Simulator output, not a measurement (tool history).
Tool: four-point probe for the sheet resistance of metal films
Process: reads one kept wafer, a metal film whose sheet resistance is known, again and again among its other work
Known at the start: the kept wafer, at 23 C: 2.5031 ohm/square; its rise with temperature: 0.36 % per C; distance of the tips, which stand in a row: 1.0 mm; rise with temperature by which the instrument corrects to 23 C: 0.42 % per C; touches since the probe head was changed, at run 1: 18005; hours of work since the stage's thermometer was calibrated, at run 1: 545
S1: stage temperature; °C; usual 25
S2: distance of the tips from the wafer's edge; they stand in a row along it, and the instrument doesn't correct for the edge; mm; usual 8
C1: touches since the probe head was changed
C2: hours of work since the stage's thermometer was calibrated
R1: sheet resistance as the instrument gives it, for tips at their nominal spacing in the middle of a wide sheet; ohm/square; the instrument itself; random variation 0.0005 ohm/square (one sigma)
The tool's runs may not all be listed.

| run | hour | S1 | S2 | C1 | C2 | R1 |
|---|---|---|---|---|---|---|
| 1 | 0.0 | 25 | 8 | 18005 | 545 | 2.520557 |
| 2 | 15.2 | 30 | 8 | 18637 | 553 | 2.513435 |
| 3 | 23.1 | 25 | 8 | 18969 | 557 | 2.521564 |
| 4 | 34.9 | 35 | 8 | 19459 | 564 | 2.506708 |
| 5 | 50.1 | 25 | 8 | 20091 | 572 | 2.520066 |
| 6 | 62.2 | 25 | 8 | 20599 | 579 | 2.520526 |
| 7 | 78.4 | 22 | 39 | 21272 | 587 | 2.505216 |
| 8 | 91.7 | 30 | 15 | 21827 | 594 | 2.498648 |

Forecast run 9:
| 9 | 102.1 | 25 | 4 | 22263 | 600 | ? |

{"run 9": {"R1": 2.581524}}
Without the tool's hidden state the same run would have given R1 2.581311 ohm/square.
